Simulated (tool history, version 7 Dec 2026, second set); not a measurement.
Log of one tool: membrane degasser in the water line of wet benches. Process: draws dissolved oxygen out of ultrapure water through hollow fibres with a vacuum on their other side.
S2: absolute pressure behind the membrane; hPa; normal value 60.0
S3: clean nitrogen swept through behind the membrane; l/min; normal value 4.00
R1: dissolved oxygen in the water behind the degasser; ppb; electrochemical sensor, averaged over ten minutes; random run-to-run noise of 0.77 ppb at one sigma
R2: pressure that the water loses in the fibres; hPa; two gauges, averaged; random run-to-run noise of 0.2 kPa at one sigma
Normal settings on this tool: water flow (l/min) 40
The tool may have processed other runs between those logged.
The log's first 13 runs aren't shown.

Run 14, day 146.762: usual settings but S3 4.43 l/min. Result: R1 65.5 ppb, R2 458.4 hPa.
Run 15, day 159.554: usual settings but S3 4.43 l/min. Result: R1 64.7 ppb, R2 459.1 hPa.
At day 166.821: vacuum gauge calibrated.
Run 16, day 168.412: usual settings but S3 6.90 l/min. Result: R1 44.9 ppb, R2 460.6 hPa.
Run 17, day 180.379: usual settings but S3 6.90 l/min. Result: R1 44.7 ppb, R2 458.6 hPa.
Run 18, day 188.350: usual settings but S2 130.7 hPa, S3 6.90 l/min. Result: R1 141.3 ppb, R2 462.8 hPa.
Run 19, day 196.846: usual settings but water flow (l/min) 28, S2 74.4 hPa. Result: R1 72.6 ppb, R2 323.1 hPa.
Run 20, day 209.617: usual settings but water flow (l/min) 28, S2 74.4 hPa. Result: R1 73.8 ppb, R2 321.3 hPa.
Run 21, day 218.117: usual settings but water flow (l/min) 39, S2 74.4 hPa, S3 11.33 l/min. Result: R1 40.6 ppb, R2 448.2 hPa.
Run 22, day 228.292: usual settings but water flow (l/min) 28, S2 47.5 hPa, S3 2.46 l/min. Result: R1 42.6 ppb, R2 323.4 hPa.
Run 23, day 237.208: usual settings but water flow (l/min) 28, S2 47.5 hPa, S3 2.46 l/min. Result: R1 43.3 ppb, R2 322.5 hPa.
Run 24, day 247.196: usual settings but water flow (l/min) 28, S2 47.5 hPa, S3 2.46 l/min. Result: R1 42.6 ppb, R2 322.0 hPa.
Run 25, day 253.658: usual settings but water flow (l/min) 64, S2 68.7 hPa, S3 3.35 l/min. Result: R1 177.3 ppb, R2 736.5 hPa.
Run 26, day 267.942: usual settings but S2 37.7 hPa, S3 10.12 l/min. Result: R1 10.6 ppb, R2 461.1 hPa.
Run 27, day 277.754: usual settings but S2 83.1 hPa, S3 8.09 l/min. Result: R1 66.5 ppb, R2 464.4 hPa.
Run 28, day 289.879: usual settings but water flow (l/min) 30, S2 39.6 hPa, S3 8.09 l/min. Result: R1 10.0 ppb, R2 344.4 hPa.
Run 29, day 301.788: usual settings but water flow (l/min) 26, S2 103.0 hPa, S3 11.40 l/min. Result: R1 40.6 ppb, R2 301.2 hPa.
Run 30, day 314.258: usual settings but S2 123.3 hPa. Result: R1 214.0 ppb, R2 458.4 hPa.
Run 31, day 320.688: usual settings but S2 123.3 hPa. Result: R1 216.3 ppb, R2 460.4 hPa.

Predict each of these 4 candidate next runs independently; none follows another, all start after run 31:
Run A, day 330.921: usual settings but water flow (l/min) 35, S2 69.5 hPa. Result: R1 ?, R2 ?.
Run B, day 330.921: usual settings but S3 1.96 l/min. Result: R1 ?, R2 ?.
Run C, day 330.921: usual settings but S2 44.0 hPa. Result: R1 ?, R2 ?.
Run D, day 330.921: usual settings but water flow (l/min) 58, S3 3.78 l/min. Result: R1 ?, R2 ?.

run     R1     R2
  A   80.1  402.1
  B  132.0  462.1
  C   34.2  462.5
  D  111.2  664.4
Without the tool's unlogged condition, the same runs would have read:
run     R1     R2
  A   79.9  401.0
  B  131.7  460.9
  C   34.0  461.2
  D  110.8  662.6

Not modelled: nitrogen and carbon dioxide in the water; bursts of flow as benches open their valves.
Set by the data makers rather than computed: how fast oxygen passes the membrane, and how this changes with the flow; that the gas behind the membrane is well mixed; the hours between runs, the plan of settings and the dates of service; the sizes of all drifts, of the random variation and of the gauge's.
